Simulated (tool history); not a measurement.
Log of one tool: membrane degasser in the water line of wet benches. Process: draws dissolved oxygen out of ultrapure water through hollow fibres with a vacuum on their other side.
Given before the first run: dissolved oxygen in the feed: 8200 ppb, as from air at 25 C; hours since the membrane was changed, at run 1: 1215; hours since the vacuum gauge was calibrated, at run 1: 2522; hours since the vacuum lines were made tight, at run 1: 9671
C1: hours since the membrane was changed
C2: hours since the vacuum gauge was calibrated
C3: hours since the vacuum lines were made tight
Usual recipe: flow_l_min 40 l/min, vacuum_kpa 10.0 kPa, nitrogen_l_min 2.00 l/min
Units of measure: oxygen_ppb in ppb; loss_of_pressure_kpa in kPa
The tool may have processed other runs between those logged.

Run 1, hour 0.0: usual settings; C1 1215; C2 2522; C3 9671. Result: oxygen_ppb 303.0 ppb, loss_of_pressure_kpa 46.43 kPa.
Run 2, hour 40.3: usual settings; C1 1255; C2 2562; C3 9712. Result: oxygen_ppb 306.0 ppb, loss_of_pressure_kpa 46.49 kPa.
Run 3, hour 109.6: usual settings; C1 1325; C2 2631; C3 9781. Result: oxygen_ppb 305.1 ppb, loss_of_pressure_kpa 46.39 kPa.
Run 4, hour 163.3: usual settings; C1 1378; C2 2685; C3 9835. Result: oxygen_ppb 304.7 ppb, loss_of_pressure_kpa 46.15 kPa.
Run 5, hour 209.8: usual settings; C1 1425; C2 2732; C3 9881. Result: oxygen_ppb 305.9 ppb, loss_of_pressure_kpa 46.37 kPa.
Run 6, hour 269.9: usual settings; C1 1485; C2 2792; C3 9941. Result: oxygen_ppb 302.9 ppb, loss_of_pressure_kpa 46.21 kPa.
Run 7, hour 323.3: usual settings; C1 1538; C2 2845; C3 9995. Result: oxygen_ppb 307.5 ppb, loss_of_pressure_kpa 46.30 kPa.
Run 8, hour 392.6: usual settings; C1 1608; C2 2914; C3 10064. Result: oxygen_ppb 303.7 ppb, loss_of_pressure_kpa 46.56 kPa.
Run 9, hour 427.0: usual settings; C1 1642; C2 2949; C3 10098. Result: oxygen_ppb 303.7 ppb, loss_of_pressure_kpa 46.38 kPa.
Run 10, hour 495.3: usual settings; C1 1710; C2 3017; C3 10167. Result: oxygen_ppb 305.7 ppb, loss_of_pressure_kpa 46.43 kPa.
Run 11, hour 562.7: usual settings; C1 1778; C2 3084; C3 10234. Result: oxygen_ppb 305.6 ppb, loss_of_pressure_kpa 46.07 kPa.
Run 12, hour 616.1: usual settings but vacuum_kpa 10.8 kPa, nitrogen_l_min 1.23 l/min; C1 1831; C2 3138; C3 10288. Result: oxygen_ppb 501.4 ppb, loss_of_pressure_kpa 46.26 kPa.
Run 13, hour 649.4: usual settings but flow_l_min 29 l/min, vacuum_kpa 10.8 kPa, nitrogen_l_min 5.63 l/min; C1 1864; C2 3171; C3 10321. Result: oxygen_ppb 99.2 ppb, loss_of_pressure_kpa 33.73 kPa.
Run 14, hour 699.3: usual settings but flow_l_min 54 l/min, vacuum_kpa 12.7 kPa; C1 1914; C2 3221; C3 10371. Result: oxygen_ppb 542.2 ppb, loss_of_pressure_kpa 62.95 kPa.
Run 15, hour 764.0: usual settings but flow_l_min 54 l/min, vacuum_kpa 8.2 kPa; C1 1979; C2 3286; C3 10435. Result: oxygen_ppb 303.8 ppb, loss_of_pressure_kpa 63.29 kPa.
Run 16, hour 807.1: usual settings but flow_l_min 59 l/min, vacuum_kpa 20.4 kPa; C1 2022; C2 3329; C3 10479. Result: oxygen_ppb 989.7 ppb, loss_of_pressure_kpa 68.67 kPa.
At hour 811.1: vacuum gauge calibrated.
Run 17, hour 848.1: usual settings but flow_l_min 38 l/min, vacuum_kpa 12.2 kPa, nitrogen_l_min 1.54 l/min; C1 2063; C2 37; C3 10519. Result: oxygen_ppb 471.3 ppb, loss_of_pressure_kpa 44.39 kPa.
Run 18, hour 911.8: usual settings but flow_l_min 38 l/min, vacuum_kpa 12.2 kPa, nitrogen_l_min 1.54 l/min; C1 2126; C2 101; C3 10583. Result: oxygen_ppb 470.1 ppb, loss_of_pressure_kpa 44.39 kPa.
Run 19, hour 969.1: usual settings but flow_l_min 38 l/min, vacuum_kpa 12.2 kPa, nitrogen_l_min 1.54 l/min; C1 2184; C2 158; C3 10640. Result: oxygen_ppb 473.1 ppb, loss_of_pressure_kpa 44.22 kPa.
Run 20, hour 1002.1: usual settings but flow_l_min 38 l/min, vacuum_kpa 12.2 kPa, nitrogen_l_min 1.54 l/min; C1 2217; C2 191; C3 10673. Result: oxygen_ppb 474.5 ppb, loss_of_pressure_kpa 44.30 kPa.
Run 21, hour 1071.1: usual settings but flow_l_min 59 l/min, vacuum_kpa 7.8 kPa, nitrogen_l_min 1.54 l/min; C1 2286; C2 260; C3 10742. Result: oxygen_ppb 375.5 ppb, loss_of_pressure_kpa 69.14 kPa.
At hour 1094.7: vacuum gauge calibrated, once more.
Run 22, hour 1142.6: usual settings but flow_l_min 59 l/min, vacuum_kpa 7.8 kPa, nitrogen_l_min 1.54 l/min; C1 2357; C2 48; C3 10813. Result: oxygen_ppb 372.6 ppb, loss_of_pressure_kpa 68.78 kPa.

Some steps in oxygen_ppb, run to run, broken into two amounts with sign: the step expected even without the hidden condition (settings, incoming material, random variation), and the rest, left for the hidden condition together with whatever gauge scatter is not in both the measured and the hidden-condition-free result:
The hidden state here: membrane still open, %; true pressure behind the membrane over the reading, kPa; air that leaks in behind the membrane, l/min; drift of the gauge itself on oxygen_ppb, %; drift of the gauge itself on loss_of_pressure_kpa, %.
Run 13 -> 14: flow_l_min 29 -> 54, vacuum_kpa 10.8 -> 12.7, nitrogen_l_min 5.63 -> 2.00. oxygen_ppb +443.0 ppb: hidden state +2.6, all else +440.4.
Run 15 -> 16: flow_l_min 54 -> 59, vacuum_kpa 8.2 -> 20.4. oxygen_ppb +685.9 ppb: hidden state +2.4, all else +683.5.
Run 16 -> 17: flow_l_min 59 -> 38, vacuum_kpa 20.4 -> 12.2, nitrogen_l_min 2.00 -> 1.54, vacuum gauge calibrated. oxygen_ppb -518.4 ppb: hidden state -0.8, all else -517.6.
